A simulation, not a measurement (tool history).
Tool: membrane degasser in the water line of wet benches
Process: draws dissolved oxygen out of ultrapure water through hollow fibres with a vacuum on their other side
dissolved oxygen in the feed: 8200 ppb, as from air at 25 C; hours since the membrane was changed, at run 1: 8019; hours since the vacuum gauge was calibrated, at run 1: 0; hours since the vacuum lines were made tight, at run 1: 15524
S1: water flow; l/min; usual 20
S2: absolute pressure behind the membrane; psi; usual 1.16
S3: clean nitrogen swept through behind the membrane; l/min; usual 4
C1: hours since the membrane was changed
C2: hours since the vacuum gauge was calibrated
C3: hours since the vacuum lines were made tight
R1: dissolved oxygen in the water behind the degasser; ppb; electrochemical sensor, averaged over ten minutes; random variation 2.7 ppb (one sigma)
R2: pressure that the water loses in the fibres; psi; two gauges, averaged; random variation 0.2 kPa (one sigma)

run,day,S1,S2,S3,C1,C2,C3,R1,R2
1,0,20,1.16,4,8019,0,15524,306.5,6.886
2,7.342,17,1.16,4,8195,176,15700,208.2,5.897
3,14.5,27,1.16,4,8367,348,15872,592.8,9.31
4,25.029,27,1.16,4,8620,601,16124,594.6,9.385
# day 26.792: seals of the vacuum lines changed
5,38.608,27,1.16,4,8944,925,284,591.5,9.406
6,46.438,27,1.16,4,9132,1112,471,594,9.406
7,58.9,23,1.16,4,9431,1412,771,431.2,7.992
8,71.254,20,1.545,4,9727,1708,1067,354.8,7.004
9,81.446,21,1.16,4,9972,1953,1312,352.2,7.33
10,92.917,20,1.16,4,10247,2228,1587,317.2,6.986
11,100.258,20,1.16,4,10423,2404,1763,322.9,6.936
12,109.338,20,1.16,4,10641,2622,1981,320.2,7.043
13,121.342,25,1.16,4,10929,2910,2269,525.3,8.841
14,131,25,1.16,4,11161,3142,2501,530.2,8.77
15,137.546,25,1.16,4,11318,3299,2658,517.9,8.756
16,150.046,20,2.044,4.91,11618,3599,2958,375.8,7.04
17,160.292,19,1.314,4,11864,3845,3204,301.1,6.686
18,173.292,19,1.314,4,12176,4157,3516,306.8,6.715
19,183.917,19,1.314,4,12431,4412,3771,302.1,6.683
20,192.721,16,1.63,3.44,12643,4623,3982,232.6,5.691
21,206.675,16,1.63,3.44,12977,4958,4317,233.7,5.759
22,217.442,16,1.096,3.44,13236,5217,4576,194.4,5.755
23,227.517,13,1.843,4,13478,5458,4817,152.1,4.657
24,241.1,16,2.886,5.7,13804,5784,5143,266.5,5.759
25,252.862,20,0.885,3.68,14086,6067,5426,326.4,7.195

Forecast each of these 5 alternatives for the next run:
A,265.496,26,1.566,4.35,14389,6370,5729,?,?
B,265.496,25,1.574,9.42,14389,6370,5729,?,?
C,265.496,27,1.115,3.68,14389,6370,5729,?,?
D,265.496,20,2.308,4,14389,6370,5729,?,?
E,265.496,16,1.265,3.68,14389,6370,5729,?,?

run,R1,R2
A,625,9.329
B,535.9,8.975
C,635.3,9.655
D,426.8,7.147
E,209.2,5.757
Without the tool's hidden state the same runs would have given:
run,R1,R2
A,513,8.575
B,428.3,8.248
C,517.6,8.873
D,354.8,6.566
E,163.6,5.291

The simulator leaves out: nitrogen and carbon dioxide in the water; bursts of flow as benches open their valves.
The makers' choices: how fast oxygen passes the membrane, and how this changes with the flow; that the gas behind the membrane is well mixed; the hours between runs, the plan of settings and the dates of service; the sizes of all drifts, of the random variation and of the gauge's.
